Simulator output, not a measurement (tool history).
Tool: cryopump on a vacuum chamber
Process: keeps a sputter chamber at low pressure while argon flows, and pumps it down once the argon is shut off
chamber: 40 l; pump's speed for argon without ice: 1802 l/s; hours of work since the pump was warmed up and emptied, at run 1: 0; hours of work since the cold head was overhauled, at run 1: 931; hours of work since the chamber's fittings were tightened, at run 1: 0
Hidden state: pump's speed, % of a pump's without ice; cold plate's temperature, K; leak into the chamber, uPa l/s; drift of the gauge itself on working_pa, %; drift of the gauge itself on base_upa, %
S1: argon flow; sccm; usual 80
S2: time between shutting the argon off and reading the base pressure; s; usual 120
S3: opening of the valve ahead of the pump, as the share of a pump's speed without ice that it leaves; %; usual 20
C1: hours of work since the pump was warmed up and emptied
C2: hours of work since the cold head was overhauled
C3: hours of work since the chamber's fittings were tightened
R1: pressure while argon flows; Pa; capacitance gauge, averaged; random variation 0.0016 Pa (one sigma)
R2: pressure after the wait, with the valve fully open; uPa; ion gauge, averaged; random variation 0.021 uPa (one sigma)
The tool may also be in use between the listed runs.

{"run": 1, "hour": 0.0, "S1": 80, "S2": 120, "S3": 20, "C1": 0, "C2": 931, "C3": 0, "R1": 0.3739, "R2": 0.57}
{"run": 2, "hour": 38.7, "S1": 80, "S2": 120, "S3": 20, "C1": 26, "C2": 957, "C3": 26, "R1": 0.3791, "R2": 0.61}
{"run": 3, "hour": 91.0, "S1": 80, "S2": 51, "S3": 20, "C1": 61, "C2": 992, "C3": 61, "R1": 0.3798, "R2": 1.12}
{"run": 4, "hour": 155.2, "S1": 80, "S2": 51, "S3": 20, "C1": 104, "C2": 1035, "C3": 104, "R1": 0.3792, "R2": 1.17}
{"run": 5, "hour": 200.4, "S1": 80, "S2": 51, "S3": 20, "C1": 134, "C2": 1066, "C3": 134, "R1": 0.3755, "R2": 1.24}
{"run": 6, "hour": 229.9, "S1": 80, "S2": 51, "S3": 26, "C1": 154, "C2": 1085, "C3": 154, "R1": 0.2915, "R2": 1.24}
{"run": 7, "hour": 280.4, "S1": 80, "S2": 51, "S3": 26, "C1": 188, "C2": 1119, "C3": 188, "R1": 0.2932, "R2": 1.29}
{"run": 8, "hour": 319.4, "S1": 80, "S2": 120, "S3": 27, "C1": 214, "C2": 1145, "C3": 214, "R1": 0.2828, "R2": 0.85}
{"run": 9, "hour": 384.3, "S1": 80, "S2": 120, "S3": 27, "C1": 258, "C2": 1189, "C3": 258, "R1": 0.2831, "R2": 0.99}
{"run": 10, "hour": 447.4, "S1": 80, "S2": 120, "S3": 20, "C1": 300, "C2": 1231, "C3": 300, "R1": 0.3836, "R2": 1.07}
{"run": 11, "hour": 488.4, "S1": 80, "S2": 120, "S3": 20, "C1": 328, "C2": 1259, "C3": 328, "R1": 0.381, "R2": 1.07}
{"run": 12, "hour": 546.5, "S1": 80, "S2": 120, "S3": 20, "C1": 366, "C2": 1298, "C3": 366, "R1": 0.3825, "R2": 1.09}
{"run": 13, "hour": 593.3, "S1": 80, "S2": 120, "S3": 20, "C1": 398, "C2": 1329, "C3": 398, "R1": 0.3872, "R2": 1.11}
{"run": 14, "hour": 625.5, "S1": 80, "S2": 120, "S3": 20, "C1": 419, "C2": 1351, "C3": 419, "R1": 0.3831, "R2": 1.23}
{"run": 15, "hour": 662.8, "S1": 80, "S2": 120, "S3": 20, "C1": 444, "C2": 1376, "C3": 444, "R1": 0.384, "R2": 1.3}
{"run": 16, "hour": 716.0, "S1": 80, "S2": 120, "S3": 20, "C1": 480, "C2": 1411, "C3": 480, "R1": 0.3873, "R2": 1.3}
{"run": 17, "hour": 758.0, "S1": 80, "S2": 120, "S3": 19, "C1": 508, "C2": 1440, "C3": 508, "R1": 0.409, "R2": 1.36}
{"run": 18, "hour": 788.5, "S1": 80, "S2": 120, "S3": 19, "C1": 529, "C2": 1460, "C3": 529, "R1": 0.4053, "R2": 1.42}
{"run": 19, "hour": 848.6, "S1": 80, "S2": 120, "S3": 19, "C1": 569, "C2": 1500, "C3": 569, "R1": 0.4074, "R2": 1.47}
{"run": 20, "hour": 899.5, "S1": 80, "S2": 138, "S3": 39, "C1": 603, "C2": 1534, "C3": 603, "R1": 0.206, "R2": 1.46}
{"run": 21, "hour": 968.7, "S1": 56, "S2": 121, "S3": 39, "C1": 650, "C2": 1581, "C3": 650, "R1": 0.145, "R2": 1.62}
{"run": 22, "hour": 1020.9, "S1": 37, "S2": 75, "S3": 20, "C1": 685, "C2": 1616, "C3": 685, "R1": 0.1823, "R2": 1.9}
{"run": 23, "hour": 1058.5, "S1": 96, "S2": 123, "S3": 24, "C1": 710, "C2": 1641, "C3": 710, "R1": 0.3956, "R2": 1.76}
{"run": 24, "hour": 1116.2, "S1": 141, "S2": 120, "S3": 16, "C1": 748, "C2": 1680, "C3": 748, "R1": 0.8565, "R2": 1.81}
{"run": 25, "hour": 1155.3, "S1": 141, "S2": 120, "S3": 16, "C1": 775, "C2": 1706, "C3": 775, "R1": 0.8541, "R2": 1.9}
{"run": 26, "hour": 1216.5, "S1": 141, "S2": 120, "S3": 16, "C1": 816, "C2": 1747, "C3": 816, "R1": 0.8656, "R2": 1.97}
{"run": 27, "hour": 1270.3, "S1": 141, "S2": 120, "S3": 16, "C1": 852, "C2": 1783, "C3": 852, "R1": 0.8588, "R2": 2.06}
{"run": 28, "hour": 1337.0, "S1": 141, "S2": 120, "S3": 16, "C1": 897, "C2": 1828, "C3": 897, "R1": 0.8653, "R2": 2.11}
{"hour": 1358.0, "done": "pump warmed up, emptied and cooled again"}
{"run": 29, "hour": 1394.8, "S1": 53, "S2": 137, "S3": 44, "C1": 25, "C2": 1863, "C3": 932, "R1": 0.1144, "R2": 1.7}
{"run": 30, "hour": 1455.7, "S1": 80, "S2": 32, "S3": 20, "C1": 66, "C2": 1904, "C3": 973, "R1": 0.377, "R2": 2.79}
{"run": 31, "hour": 1500.5, "S1": 62, "S2": 23, "S3": 17, "C1": 96, "C2": 1934, "C3": 1003, "R1": 0.347, "R2": 3.36}
{"run": 32, "hour": 1561.9, "S1": 58, "S2": 80, "S3": 41, "C1": 137, "C2": 1975, "C3": 1044, "R1": 0.1353, "R2": 2.21}
{"run": 33, "hour": 1614.1, "S1": 58, "S2": 80, "S3": 41, "C1": 172, "C2": 2010, "C3": 1079, "R1": 0.1356, "R2": 2.2}
{"run": 34, "hour": 1676.1, "S1": 58, "S2": 80, "S3": 41, "C1": 213, "C2": 2052, "C3": 1121, "R1": 0.1359, "R2": 2.27}

4 ways to go on from here, each from the tool as it stands after run 34. What would each give?
{"run": "A", "hour": 1708.0, "S1": 65, "S2": 23, "S3": 21, "C1": 235, "C2": 2073, "C3": 1142, "R1": "?", "R2": "?"}
{"run": "B", "hour": 1708.0, "S1": 88, "S2": 75, "S3": 20, "C1": 235, "C2": 2073, "C3": 1142, "R1": "?", "R2": "?"}
{"run": "C", "hour": 1708.0, "S1": 58, "S2": 80, "S3": 54, "C1": 235, "C2": 2073, "C3": 1142, "R1": "?", "R2": "?"}
{"run": "D", "hour": 1708.0, "S1": 58, "S2": 89, "S3": 31, "C1": 235, "C2": 2073, "C3": 1142, "R1": "?", "R2": "?"}

run=A R1=0.2951 R2=3.6
run=B R1=0.4203 R2=2.36
run=C R1=0.1053 R2=2.33
run=D R1=0.1793 R2=2.22
Without the tool's hidden state the same runs would have given:
run=A R1=0.2909 R2=1.91
run=B R1=0.4146 R2=0.67
run=C R1=0.1016 R2=0.63
run=D R1=0.1756 R2=0.59

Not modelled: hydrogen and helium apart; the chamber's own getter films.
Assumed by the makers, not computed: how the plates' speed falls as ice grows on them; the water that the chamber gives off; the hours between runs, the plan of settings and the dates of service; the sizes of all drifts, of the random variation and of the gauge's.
